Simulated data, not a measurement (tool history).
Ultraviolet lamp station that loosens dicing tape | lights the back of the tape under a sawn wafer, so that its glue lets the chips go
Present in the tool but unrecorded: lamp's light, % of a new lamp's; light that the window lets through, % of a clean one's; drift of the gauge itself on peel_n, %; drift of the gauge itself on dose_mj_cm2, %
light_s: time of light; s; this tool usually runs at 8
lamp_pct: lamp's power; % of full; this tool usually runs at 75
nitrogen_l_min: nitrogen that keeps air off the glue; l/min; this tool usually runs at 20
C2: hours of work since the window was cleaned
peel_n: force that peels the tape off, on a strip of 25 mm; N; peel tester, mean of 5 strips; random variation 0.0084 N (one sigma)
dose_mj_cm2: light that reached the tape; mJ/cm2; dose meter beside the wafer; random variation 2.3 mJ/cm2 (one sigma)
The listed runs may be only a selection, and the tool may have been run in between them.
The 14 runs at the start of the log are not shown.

run 15 hour=105.3 | light_s=8 lamp_pct=96 nitrogen_l_min=20 | hours_of_work_of_the_lamp=279 C2=35 | peel_n=0.267 dose_mj_cm2=284
run 16 hour=113.8 | light_s=8 lamp_pct=96 nitrogen_l_min=20 | hours_of_work_of_the_lamp=285 C2=42 | peel_n=0.271 dose_mj_cm2=281
run 17 hour=121.3 | light_s=8 lamp_pct=83 nitrogen_l_min=20 | hours_of_work_of_the_lamp=291 C2=47 | peel_n=0.33 dose_mj_cm2=246
run 18 hour=129.1 | light_s=8 lamp_pct=83 nitrogen_l_min=20 | hours_of_work_of_the_lamp=296 C2=53 | peel_n=0.334 dose_mj_cm2=240
run 19 hour=138.3 | light_s=8 lamp_pct=83 nitrogen_l_min=20 | hours_of_work_of_the_lamp=303 C2=60 | peel_n=0.344 dose_mj_cm2=243
run 20 hour=147 | light_s=5 lamp_pct=75 nitrogen_l_min=20 | hours_of_work_of_the_lamp=310 C2=67 | peel_n=1.045 dose_mj_cm2=137
run 21 hour=153.6 | light_s=11 lamp_pct=62 nitrogen_l_min=21 | hours_of_work_of_the_lamp=315 C2=72 | peel_n=0.304 dose_mj_cm2=250
run 22 hour=160.8 | light_s=8 lamp_pct=65 nitrogen_l_min=14 | hours_of_work_of_the_lamp=320 C2=77 | peel_n=0.755 dose_mj_cm2=185
run 23 hour=168.6 | light_s=13 lamp_pct=98 nitrogen_l_min=14 | hours_of_work_of_the_lamp=326 C2=83 | peel_n=0.197 dose_mj_cm2=453
run 24 hour=175.6 | light_s=6 lamp_pct=69 nitrogen_l_min=20 | hours_of_work_of_the_lamp=331 C2=88 | peel_n=0.895 dose_mj_cm2=149
run 25 hour=179.7 | light_s=6 lamp_pct=77 nitrogen_l_min=20 | hours_of_work_of_the_lamp=334 C2=91 | peel_n=0.723 dose_mj_cm2=168
run 26 hour=185.7 | light_s=6 lamp_pct=77 nitrogen_l_min=20 | hours_of_work_of_the_lamp=339 C2=96 | peel_n=0.699 dose_mj_cm2=167
run 27 hour=192.2 | light_s=6 lamp_pct=77 nitrogen_l_min=20 | hours_of_work_of_the_lamp=344 C2=101 | peel_n=0.707 dose_mj_cm2=168
run 28 hour=200.1 | light_s=6 lamp_pct=68 nitrogen_l_min=9 | hours_of_work_of_the_lamp=350 C2=107 | peel_n=1.704 dose_mj_cm2=146
run 29 hour=208.9 | light_s=6 lamp_pct=68 nitrogen_l_min=9 | hours_of_work_of_the_lamp=356 C2=113 | peel_n=1.64 dose_mj_cm2=149
run 30 hour=214.7 | light_s=6 lamp_pct=68 nitrogen_l_min=9 | hours_of_work_of_the_lamp=361 C2=118 | peel_n=1.726 dose_mj_cm2=144
run 31 hour=219.2 | light_s=8 lamp_pct=75 nitrogen_l_min=6 | hours_of_work_of_the_lamp=364 C2=121 | peel_n=1.177 dose_mj_cm2=213
run 32 hour=226.9 | light_s=14 lamp_pct=75 nitrogen_l_min=21 | hours_of_work_of_the_lamp=370 C2=127 | peel_n=0.203 dose_mj_cm2=369
run 33 hour=231 | light_s=14 lamp_pct=96 nitrogen_l_min=21 | hours_of_work_of_the_lamp=373 C2=130 | peel_n=0.191 dose_mj_cm2=483
run 34 hour=236.8 | light_s=8 lamp_pct=75 nitrogen_l_min=30 | hours_of_work_of_the_lamp=377 C2=134 | peel_n=0.315 dose_mj_cm2=213
run 35 hour=246.7 | light_s=7 lamp_pct=82 nitrogen_l_min=20 | hours_of_work_of_the_lamp=385 C2=141 | peel_n=0.469 dose_mj_cm2=201
run 36 hour=251 | light_s=7 lamp_pct=82 nitrogen_l_min=20 | hours_of_work_of_the_lamp=388 C2=145 | peel_n=0.473 dose_mj_cm2=204
run 37 hour=256 | light_s=7 lamp_pct=82 nitrogen_l_min=8 | hours_of_work_of_the_lamp=392 C2=148 | peel_n=1.084 dose_mj_cm2=203

Here are 5 independent what-if runs from the current tool condition. What would each one return?
run A hour=262.2 | light_s=11 lamp_pct=76 nitrogen_l_min=16 | hours_of_work_of_the_lamp=396 C2=153 | peel_n=? dose_mj_cm2=?
run B hour=262.2 | light_s=13 lamp_pct=75 nitrogen_l_min=20 | hours_of_work_of_the_lamp=396 C2=153 | peel_n=? dose_mj_cm2=?
run C hour=262.2 | light_s=13 lamp_pct=98 nitrogen_l_min=29 | hours_of_work_of_the_lamp=396 C2=153 | peel_n=? dose_mj_cm2=?
run D hour=262.2 | light_s=5 lamp_pct=95 nitrogen_l_min=9 | hours_of_work_of_the_lamp=396 C2=153 | peel_n=? dose_mj_cm2=?
run E hour=262.2 | light_s=13 lamp_pct=60 nitrogen_l_min=15 | hours_of_work_of_the_lamp=396 C2=153 | peel_n=? dose_mj_cm2=?

run=A peel_n=0.287 dose_mj_cm2=294
run=B peel_n=0.217 dose_mj_cm2=342
run=C peel_n=0.187 dose_mj_cm2=447
run=D peel_n=1.366 dose_mj_cm2=170
run=E peel_n=0.324 dose_mj_cm2=277
Had the tool no hidden state, the same runs would have come out as:
run=A peel_n=0.24 dose_mj_cm2=337
run=B peel_n=0.2 dose_mj_cm2=391
run=C peel_n=0.186 dose_mj_cm2=512
run=D peel_n=1.075 dose_mj_cm2=194
run=E peel_n=0.258 dose_mj_cm2=316
